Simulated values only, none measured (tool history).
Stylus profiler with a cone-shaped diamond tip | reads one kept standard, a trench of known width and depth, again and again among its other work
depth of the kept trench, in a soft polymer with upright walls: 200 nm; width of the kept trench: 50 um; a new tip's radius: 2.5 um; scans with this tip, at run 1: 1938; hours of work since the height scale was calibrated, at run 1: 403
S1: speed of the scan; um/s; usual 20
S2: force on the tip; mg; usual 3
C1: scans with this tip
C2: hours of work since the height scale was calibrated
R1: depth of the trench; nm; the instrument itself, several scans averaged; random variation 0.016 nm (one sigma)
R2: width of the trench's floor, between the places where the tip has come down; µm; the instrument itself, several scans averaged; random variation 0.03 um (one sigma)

run 1 hour=0 | S1=20 S2=3 | C1=1938 C2=403 | R1=201.87 R2=47.74
run 2 hour=82.5 | S1=20 S2=3 | C1=2126 C2=442 | R1=201.87 R2=47.73
run 3 hour=118.4 | S1=20 S2=3 | C1=2208 C2=459 | R1=201.91 R2=47.72
run 4 hour=193.6 | S1=42 S2=3 | C1=2379 C2=494 | R1=201.9 R2=47.6
run 5 hour=257.8 | S1=42 S2=3 | C1=2525 C2=525 | R1=201.92 R2=47.59
run 6 hour=313.1 | S1=42 S2=3 | C1=2651 C2=551 | R1=201.92 R2=47.62
run 7 hour=385.3 | S1=20 S2=3 | C1=2816 C2=585 | R1=201.89 R2=47.67
run 8 hour=441.5 | S1=20 S2=3 | C1=2944 C2=612 | R1=201.91 R2=47.61
run 9 hour=528.9 | S1=20 S2=3 | C1=3143 C2=653 | R1=201.94 R2=47.64
run 10 hour=602.2 | S1=20 S2=3 | C1=3310 C2=688 | R1=201.92 R2=47.59
run 11 hour=663.4 | S1=20 S2=3 | C1=3450 C2=717 | R1=201.96 R2=47.63
run 12 hour=716.5 | S1=20 S2=3 | C1=3571 C2=742 | R1=201.94 R2=47.54
run 13 hour=794.2 | S1=5 S2=1.09 | C1=3748 C2=779 | R1=201.11 R2=47.55
run 14 hour=867.5 | S1=15 S2=4.24 | C1=3915 C2=814 | R1=202.43 R2=47.53
run 15 hour=943.9 | S1=79 S2=3.67 | C1=4089 C2=850 | R1=202.26 R2=47.43
run 16 hour=1003.9 | S1=19 S2=1.15 | C1=4226 C2=878 | R1=201.19 R2=47.49
run 17 hour=1091.1 | S1=19 S2=1.15 | C1=4424 C2=920 | R1=201.19 R2=47.48
run 18 hour=1168.1 | S1=19 S2=1.15 | C1=4600 C2=956 | R1=201.16 R2=47.52
run 19 hour=1255.1 | S1=19 S2=1.15 | C1=4798 C2=997 | R1=201.19 R2=47.39
run 20 hour=1340 | S1=59 S2=3 | C1=4991 C2=1038 | R1=202.05 R2=47.37
run 21 hour=1384.1 | S1=17 S2=1.42 | C1=5092 C2=1058 | R1=201.35 R2=47.4
run 22 hour=1425.5 | S1=17 S2=1.38 | C1=5186 C2=1078 | R1=201.35 R2=47.39
run 23 hour=1479.1 | S1=17 S2=1.38 | C1=5308 C2=1103 | R1=201.34 R2=47.36

Forecast each of these 5 alternatives for the next run:
run A hour=1539.4 | S1=14 S2=6.28 | C1=5446 C2=1132 | R1=? R2=?
run B hour=1539.4 | S1=47 S2=1.38 | C1=5446 C2=1132 | R1=? R2=?
run C hour=1539.4 | S1=11 S2=1.38 | C1=5446 C2=1132 | R1=? R2=?
run D hour=1539.4 | S1=9 S2=4.99 | C1=5446 C2=1132 | R1=? R2=?
run E hour=1539.4 | S1=25 S2=4.1 | C1=5446 C2=1132 | R1=? R2=?

run=A R1=203.16 R2=47.44
run=B R1=201.36 R2=47.23
run=C R1=201.33 R2=47.37
run=D R1=202.8 R2=47.42
run=E R1=202.46 R2=47.35
Without the tool's hidden state the same runs would have given:
run=A R1=202.84 R2=48.07
run=B R1=201.05 R2=47.86
run=C R1=201.02 R2=48
run=D R1=202.48 R2=48.05
run=E R1=202.14 R2=47.98
